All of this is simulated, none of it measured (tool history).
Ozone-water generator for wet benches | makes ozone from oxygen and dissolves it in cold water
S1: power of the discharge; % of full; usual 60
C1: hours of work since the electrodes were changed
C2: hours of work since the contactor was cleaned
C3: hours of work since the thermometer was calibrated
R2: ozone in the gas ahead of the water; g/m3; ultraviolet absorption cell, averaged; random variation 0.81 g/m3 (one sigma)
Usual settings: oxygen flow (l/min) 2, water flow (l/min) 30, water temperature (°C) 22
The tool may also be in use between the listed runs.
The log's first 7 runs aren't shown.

Run 8, hour 541.3: usual settings but S1 84 % of full; C1 1132; C2 5570; C3 1659. Result: dissolved ozone (ppm) 5.36, R2 160.4 g/m3.
Run 9, hour 584.3: usual settings but S1 84 % of full; C1 1174; C2 5611; C3 1700. Result: dissolved ozone (ppm) 5.4, R2 159.9 g/m3.
Run 10, hour 654.8: usual settings; C1 1242; C2 5680; C3 1769. Result: dissolved ozone (ppm) 4.38, R2 126 g/m3.
Run 11, hour 756: usual settings; C1 1340; C2 5778; C3 1866. Result: dissolved ozone (ppm) 4.23, R2 125.1 g/m3.
Run 12, hour 819.8: usual settings; C1 1402; C2 5839; C3 1928. Result: dissolved ozone (ppm) 4.09, R2 125.6 g/m3.
Run 13, hour 873.6: usual settings; C1 1454; C2 5892; C3 1980. Result: dissolved ozone (ppm) 4.12, R2 125.8 g/m3.
Run 14, hour 930.9: usual settings but oxygen flow (l/min) 3.31; C1 1509; C2 5947; C3 2036. Result: dissolved ozone (ppm) 4.71, R2 96.9 g/m3.
Run 15, hour 980.5: usual settings but S1 70 % of full, oxygen flow (l/min) 3.31; C1 1557; C2 5995; C3 2084. Result: dissolved ozone (ppm) 5.41, R2 109 g/m3.
Run 16, hour 1033.7: usual settings but S1 70 % of full, oxygen flow (l/min) 3.31; C1 1609; C2 6047; C3 2135. Result: dissolved ozone (ppm) 5.28, R2 108.4 g/m3.
Run 17, hour 1113: usual settings but S1 50 % of full, oxygen flow (l/min) 1.05, water flow (l/min) 43, water temperature (°C) 19; C1 1686; C2 6123; C3 2212. Result: dissolved ozone (ppm) 1.97, R2 153.2 g/m3.
Run 18, hour 1173.9: usual settings but S1 61 % of full, oxygen flow (l/min) 1.48, water flow (l/min) 18, water temperature (°C) 28; C1 1745; C2 6182; C3 2271. Result: dissolved ozone (ppm) 6.06, R2 148.3 g/m3.
Run 19, hour 1237.3: usual settings; C1 1806; C2 6244; C3 2332. Result: dissolved ozone (ppm) 4.24, R2 124.1 g/m3.
Run 20, hour 1314.3: usual settings but S1 59 % of full, oxygen flow (l/min) 2.52, water flow (l/min) 25, water temperature (°C) 21; C1 1880; C2 6318; C3 2407. Result: dissolved ozone (ppm) 5.25, R2 109.6 g/m3.

Run 21 comes next. What will it give?
Run 21, hour 1386.8: usual settings but S1 52 % of full, water flow (l/min) 22, water temperature (°C) 19; C1 1951; C2 6388; C3 2477. Result: dissolved ozone (ppm) ?, R2 ?.

Run 21 gave dissolved ozone (ppm) 5.17, R2 112.7 g/m3.
Without the tool's hidden state the same run would have given dissolved ozone (ppm) 5.48, R2 114.5 g/m3.
